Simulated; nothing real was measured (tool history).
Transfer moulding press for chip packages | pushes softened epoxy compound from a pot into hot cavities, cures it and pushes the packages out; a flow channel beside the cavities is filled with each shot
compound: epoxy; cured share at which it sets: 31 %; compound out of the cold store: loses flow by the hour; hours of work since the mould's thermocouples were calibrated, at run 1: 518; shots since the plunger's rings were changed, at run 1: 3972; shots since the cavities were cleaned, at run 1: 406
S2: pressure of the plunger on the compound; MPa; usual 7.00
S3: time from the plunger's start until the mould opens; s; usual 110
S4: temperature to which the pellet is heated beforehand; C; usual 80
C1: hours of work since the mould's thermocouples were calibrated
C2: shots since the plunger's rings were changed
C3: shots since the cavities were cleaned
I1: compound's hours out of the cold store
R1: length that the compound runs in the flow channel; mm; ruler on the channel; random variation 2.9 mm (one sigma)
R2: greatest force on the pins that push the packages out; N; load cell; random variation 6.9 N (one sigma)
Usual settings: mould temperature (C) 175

{"run": 1, "day": 0.0, "mould temperature (C)": 175, "S2": 7.0, "S3": 110, "S4": 80, "C1": 518, "C2": 3972, "C3": 406, "I1": 45.1, "R1": 460, "R2": 379}
{"day": 0.412, "done": "mould's thermocouples calibrated"}
{"day": 1.396, "done": "cavities cleaned with cleaning compound and waxed"}
{"run": 2, "day": 2.383, "mould temperature (C)": 175, "S2": 7.0, "S3": 111, "S4": 80, "C1": 34, "C2": 4586, "C3": 270, "I1": 20.7, "R1": 529, "R2": 395}
{"day": 4.204, "done": "cavities cleaned with cleaning compound and waxed"}
{"run": 3, "day": 4.588, "mould temperature (C)": 175, "S2": 7.0, "S3": 110, "S4": 80, "C1": 71, "C2": 5175, "C3": 105, "I1": 35.0, "R1": 482, "R2": 330}
{"run": 4, "day": 6.179, "mould temperature (C)": 175, "S2": 7.0, "S3": 110, "S4": 80, "C1": 99, "C2": 5612, "C3": 542, "I1": 23.1, "R1": 512, "R2": 439}
{"day": 6.938, "done": "cavities cleaned with cleaning compound and waxed"}
{"run": 5, "day": 8.054, "mould temperature (C)": 175, "S2": 7.0, "S3": 110, "S4": 80, "C1": 131, "C2": 6110, "C3": 306, "I1": 16.5, "R1": 527, "R2": 403}
{"day": 9.779, "done": "mould's thermocouples calibrated, once more"}
{"day": 9.842, "done": "cavities cleaned with cleaning compound and waxed"}
{"run": 6, "day": 10.288, "mould temperature (C)": 175, "S2": 7.0, "S3": 110, "S4": 80, "C1": 8, "C2": 6684, "C3": 122, "I1": 14.8, "R1": 533, "R2": 337}
{"day": 10.654, "done": "plunger's sealing rings changed"}
{"run": 7, "day": 12.512, "mould temperature (C)": 175, "S2": 7.0, "S3": 110, "S4": 80, "C1": 45, "C2": 511, "C3": 706, "I1": 14.8, "R1": 561, "R2": 453}
{"day": 12.712, "done": "cavities cleaned with cleaning compound and waxed"}
{"run": 8, "day": 13.979, "mould temperature (C)": 175, "S2": 7.0, "S3": 110, "S4": 80, "C1": 70, "C2": 896, "C3": 347, "I1": 46.3, "R1": 470, "R2": 379}
{"run": 9, "day": 15.138, "mould temperature (C)": 175, "S2": 7.0, "S3": 110, "S4": 80, "C1": 90, "C2": 1215, "C3": 666, "I1": 23.4, "R1": 528, "R2": 460}
{"day": 15.417, "done": "cavities cleaned with cleaning compound and waxed"}
{"run": 10, "day": 17.158, "mould temperature (C)": 175, "S2": 7.0, "S3": 110, "S4": 80, "C1": 125, "C2": 1753, "C3": 479, "I1": 22.0, "R1": 532, "R2": 411}
{"day": 18.221, "done": "cavities cleaned with cleaning compound and waxed"}
{"run": 11, "day": 19.458, "mould temperature (C)": 175, "S2": 7.0, "S3": 110, "S4": 80, "C1": 164, "C2": 2367, "C3": 340, "I1": 32.2, "R1": 496, "R2": 392}
{"run": 12, "day": 20.688, "mould temperature (C)": 175, "S2": 6.82, "S3": 110, "S4": 80, "C1": 186, "C2": 2705, "C3": 678, "I1": 40.5, "R1": 470, "R2": 447}
{"day": 20.9, "done": "cavities cleaned with cleaning compound and waxed"}
{"run": 13, "day": 22.479, "mould temperature (C)": 175, "S2": 6.82, "S3": 110, "S4": 80, "C1": 216, "C2": 3180, "C3": 433, "I1": 20.6, "R1": 525, "R2": 397}
{"day": 23.575, "done": "cavities cleaned with cleaning compound and waxed"}
{"run": 14, "day": 24.762, "mould temperature (C)": 175, "S2": 6.82, "S3": 110, "S4": 80, "C1": 256, "C2": 3792, "C3": 328, "I1": 28.7, "R1": 501, "R2": 382}
{"day": 26.312, "done": "cavities cleaned with cleaning compound and waxed"}
{"run": 15, "day": 26.329, "mould temperature (C)": 172, "S2": 6.82, "S3": 127, "S4": 80, "C1": 282, "C2": 4204, "C3": 4, "I1": 36.6, "R1": 482, "R2": 285}
{"run": 16, "day": 28.467, "mould temperature (C)": 172, "S2": 6.82, "S3": 127, "S4": 80, "C1": 320, "C2": 4792, "C3": 592, "I1": 44.9, "R1": 454, "R2": 412}
{"day": 29.1, "done": "cavities cleaned with cleaning compound and waxed"}
{"run": 17, "day": 30.812, "mould temperature (C)": 175, "S2": 7.0, "S3": 148, "S4": 84, "C1": 360, "C2": 5420, "C3": 472, "I1": 18.9, "R1": 526, "R2": 365}
{"day": 31.767, "done": "cavities cleaned with cleaning compound and waxed"}
{"run": 18, "day": 33.254, "mould temperature (C)": 175, "S2": 8.16, "S3": 107, "S4": 80, "C1": 402, "C2": 6074, "C3": 410, "I1": 14.4, "R1": 579, "R2": 431}
{"day": 34.554, "done": "cavities cleaned with cleaning compound and waxed"}
{"run": 19, "day": 35.325, "mould temperature (C)": 175, "S2": 5.82, "S3": 110, "S4": 80, "C1": 437, "C2": 6625, "C3": 211, "I1": 11.5, "R1": 492, "R2": 387}

Run 20 comes next. What will it give?
{"day": 36.017, "done": "plunger's sealing rings changed"}
{"run": 20, "day": 36.592, "mould temperature (C)": 175, "S2": 5.82, "S3": 110, "S4": 80, "C1": 458, "C2": 158, "C3": 531, "I1": 18.1, "R1": "?", "R2": "?"}

{"run 20": {"R1": 500, "R2": 445}}
Without the tool's hidden state the same run would have given R1 500 mm, R2 290 N.
